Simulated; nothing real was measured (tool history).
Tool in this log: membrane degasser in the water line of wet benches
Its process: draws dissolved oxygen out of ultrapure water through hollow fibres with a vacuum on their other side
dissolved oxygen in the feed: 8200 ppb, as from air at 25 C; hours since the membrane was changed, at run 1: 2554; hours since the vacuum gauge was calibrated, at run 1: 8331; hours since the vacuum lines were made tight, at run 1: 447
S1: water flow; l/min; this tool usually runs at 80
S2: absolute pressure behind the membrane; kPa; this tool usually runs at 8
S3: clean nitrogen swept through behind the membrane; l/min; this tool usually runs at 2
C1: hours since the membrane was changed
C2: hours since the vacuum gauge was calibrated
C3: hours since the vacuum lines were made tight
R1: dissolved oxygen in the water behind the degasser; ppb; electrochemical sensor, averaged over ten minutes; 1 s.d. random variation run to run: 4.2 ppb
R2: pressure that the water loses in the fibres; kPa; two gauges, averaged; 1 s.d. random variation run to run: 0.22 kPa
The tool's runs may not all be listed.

run    hour   S1     S2    S3    C1    C2    C3     R1     R2
  1       0   80      8     2  2554  8331   447  436.8  53.38
  2    28.3   80      8     2  2582  8359   475  440.9  53.19
       54.9  -- vacuum gauge calibrated
  3    64.6   80      8     2  2618    10   511  442.2  53.41
  4   129.2   80      8     2  2683    74   576  446.2  53.44
  5     187   80      8     2  2741   132   633  436.9  53.37
  6   216.5   80      8     2  2770   162   663  431.4  53.33
  7   250.5   80      8     2  2804   196   697  444.2  53.56
  8   289.5   80      8     2  2843   235   736  444.2  53.59
  9   340.2   80      8     2  2894   285   787  446.9  53.19
      391.7  -- vacuum gauge calibrated, once more
 10   400.2   80      8     2  2953     8   846  427.9  53.31
 11   445.6   80  13.06     2  2999    54   892  781.5  53.52
 12   486.8   80  13.06     2  3040    95   933  770.1  53.44
 13   540.3   80  13.06     2  3093   149   986    775  53.73
 14   585.4   73   5.78  3.82  3138   194  1031  148.3  49.03
 15   641.7   68  18.17  3.82  3195   250  1088  597.7  45.25
 16   691.4   99   6.93     2  3244   300  1137  476.9  66.13
 17   735.1   99   6.87  2.86  3288   343  1181  390.6  66.23
 18   784.2   85   5.94  3.54  3337   393  1230    217  56.81
 19   830.6   51   6.28  1.25  3384   439  1277  248.5  34.19
 20     866  124   6.28   1.1  3419   474  1312  758.8  83.05
 21   927.1  116   5.69  2.34  3480   535  1373    456  78.24
 22   974.8  116   5.69  2.34  3528   583  1421  455.2  78.34
 23  1016.8  116   5.69  2.34  3570   625  1463    456  78.15
 24  1066.4   56   6.14  1.37  3619   675  1512  245.8  37.59
 25    1112   90   6.19     2  3665   720  1558  358.8  60.74

Entry by entry between the runs, the difference in hidden state between the last listed run before and the first listed run after:
Run 2 -> run 3: vacuum gauge calibrated (hour 54.9)
  membrane still open, %: 98 -> 97.9; true pressure behind the membrane over the reading, kPa: 0.12 -> 0.2; air that leaks in behind the membrane, l/min: 0.0053 -> 0.0055
  measured result minus the result with no hidden state, R1: +14.7 -> +20.5 ppb; R2: +1.09 -> +1.11 kPa
Run 9 -> run 10: vacuum gauge calibrated, once more (hour 391.7)
  true pressure behind the membrane over the reading, kPa: 0.21 -> -0.02; air that leaks in behind the membrane, l/min: 0.0066 -> 0.0069
  measured result minus the result with no hidden state, R1: +21.6 -> +5.1 ppb; R2: +1.22 -> +1.25 kPa
